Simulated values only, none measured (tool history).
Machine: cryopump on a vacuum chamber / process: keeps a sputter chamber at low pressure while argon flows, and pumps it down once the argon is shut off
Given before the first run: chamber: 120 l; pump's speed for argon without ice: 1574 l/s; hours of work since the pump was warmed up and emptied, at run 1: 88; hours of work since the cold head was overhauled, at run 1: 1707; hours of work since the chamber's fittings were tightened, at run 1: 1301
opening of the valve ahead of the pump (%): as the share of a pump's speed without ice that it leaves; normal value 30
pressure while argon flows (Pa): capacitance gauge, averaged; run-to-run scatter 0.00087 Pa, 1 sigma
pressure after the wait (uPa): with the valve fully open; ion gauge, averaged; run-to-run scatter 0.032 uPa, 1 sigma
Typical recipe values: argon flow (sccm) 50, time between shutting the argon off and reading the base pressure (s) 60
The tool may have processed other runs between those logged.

| run | hour | argon flow (sccm) | time between shutting the argon off and reading the base pressure (s) | opening of the valve ahead of the pump (%) | hours of work since the pump was warmed up and emptied | hours of work since the cold head was overhauled | hours of work since the chamber's fittings were tightened | pressure while argon flows (Pa) | pressure after the wait (uPa) |
|---|---|---|---|---|---|---|---|---|---|
| 1 | 0 | 50 | 60 | 30 | 88 | 1707 | 1301 | 0.1819 | 2.37 |
| 2 | 82.3 | 50 | 60 | 30 | 129 | 1749 | 1343 | 0.1796 | 2.4 |
| 3 | 202.8 | 50 | 60 | 30 | 190 | 1810 | 1404 | 0.1833 | 2.48 |
| 4 | 300.5 | 50 | 60 | 30 | 240 | 1859 | 1454 | 0.1827 | 2.47 |
| 5 | 408.2 | 50 | 60 | 52 | 295 | 1914 | 1508 | 0.1086 | 2.53 |
| 6 | 497.6 | 50 | 60 | 52 | 340 | 1959 | 1554 | 0.1101 | 2.7 |
| 7 | 617.7 | 50 | 60 | 52 | 401 | 2020 | 1615 | 0.1111 | 2.56 |
| 8 | 702.9 | 50 | 60 | 16 | 444 | 2063 | 1658 | 0.3441 | 2.73 |
| 9 | 787.8 | 50 | 60 | 30 | 487 | 2106 | 1701 | 0.1882 | 2.8 |
| 10 | 916.7 | 50 | 60 | 30 | 552 | 2172 | 1766 | 0.1887 | 2.81 |
| 11 | 979.9 | 50 | 60 | 30 | 584 | 2204 | 1798 | 0.1899 | 2.85 |
| 12 | 1106.9 | 50 | 60 | 30 | 649 | 2268 | 1863 | 0.1901 | 2.92 |
| 13 | 1214.3 | 50 | 60 | 30 | 703 | 2323 | 1917 | 0.1934 | 3.04 |
| 14 | 1276.9 | 50 | 60 | 30 | 735 | 2354 | 1949 | 0.1932 | 3.08 |
|  | 1327.5 | pump warmed up, emptied and cooled again |
| 15 | 1411.2 | 50 | 60 | 30 | 42 | 2420 | 2014 | 0.1805 | 2.73 |
| 16 | 1515.2 | 66 | 21 | 56 | 95 | 2473 | 2067 | 0.1294 | 5.68 |
| 17 | 1641.3 | 66 | 21 | 56 | 159 | 2537 | 2131 | 0.1307 | 5.82 |
| 18 | 1771.5 | 45 | 60 | 18 | 225 | 2603 | 2197 | 0.2723 | 2.96 |
| 19 | 1849.6 | 68 | 112 | 46 | 265 | 2642 | 2237 | 0.1667 | 2.22 |
| 20 | 1903.9 | 68 | 112 | 46 | 292 | 2670 | 2264 | 0.1682 | 2.29 |
| 21 | 1969.3 | 68 | 112 | 46 | 325 | 2703 | 2297 | 0.1683 | 2.29 |
| 22 | 2061.4 | 24 | 60 | 30 | 372 | 2749 | 2344 | 0.0899 | 3.12 |
| 23 | 2116.1 | 32 | 60 | 30 | 400 | 2777 | 2372 | 0.1193 | 3.04 |
| 24 | 2188.7 | 32 | 112 | 55 | 437 | 2814 | 2408 | 0.0679 | 2.45 |
| 25 | 2288.8 | 50 | 60 | 50 | 487 | 2865 | 2459 | 0.1165 | 3.18 |
| 26 | 2414.9 | 50 | 60 | 50 | 551 | 2929 | 2523 | 0.1178 | 3.18 |
|  | 2429.3 | leaking fittings of the chamber tightened, without venting |
| 27 | 2472.3 | 50 | 60 | 30 | 579 | 2957 | 22 | 0.1907 | 1.75 |
| 28 | 2554.8 | 50 | 60 | 30 | 621 | 2999 | 64 | 0.191 | 1.79 |
| 29 | 2632.3 | 26 | 23 | 30 | 660 | 3038 | 103 | 0.1019 | 4.23 |
| 30 | 2686.3 | 59 | 43 | 30 | 688 | 3065 | 130 | 0.2289 | 2.39 |

Alternative continuations, all from the tool just after run 30; predict every row:
| A | 2811.5 | 50 | 98 | 30 | 751 | 3129 | 194 | ? | ? |
| B | 2811.5 | 36 | 296 | 38 | 751 | 3129 | 194 | ? | ? |
| C | 2811.5 | 59 | 34 | 30 | 751 | 3129 | 194 | ? | ? |
| D | 2811.5 | 63 | 60 | 33 | 751 | 3129 | 194 | ? | ? |
| E | 2811.5 | 40 | 45 | 15 | 751 | 3129 | 194 | ? | ? |

| run | pressure while argon flows (Pa) | pressure after the wait (uPa) |
|---|---|---|
| A | 0.1969 | 1.27 |
| B | 0.1123 | 0.7 |
| C | 0.2304 | 2.93 |
| D | 0.2245 | 1.87 |
| E | 0.2989 | 2.36 |
Had the tool no hidden state, the same runs would have come out as:
| run | pressure while argon flows (Pa) | pressure after the wait (uPa) |
|---|---|---|
| A | 0.1808 | 1.09 |
| B | 0.1009 | 0.51 |
| C | 0.2115 | 2.75 |
| D | 0.2044 | 1.69 |
| E | 0.2862 | 2.18 |
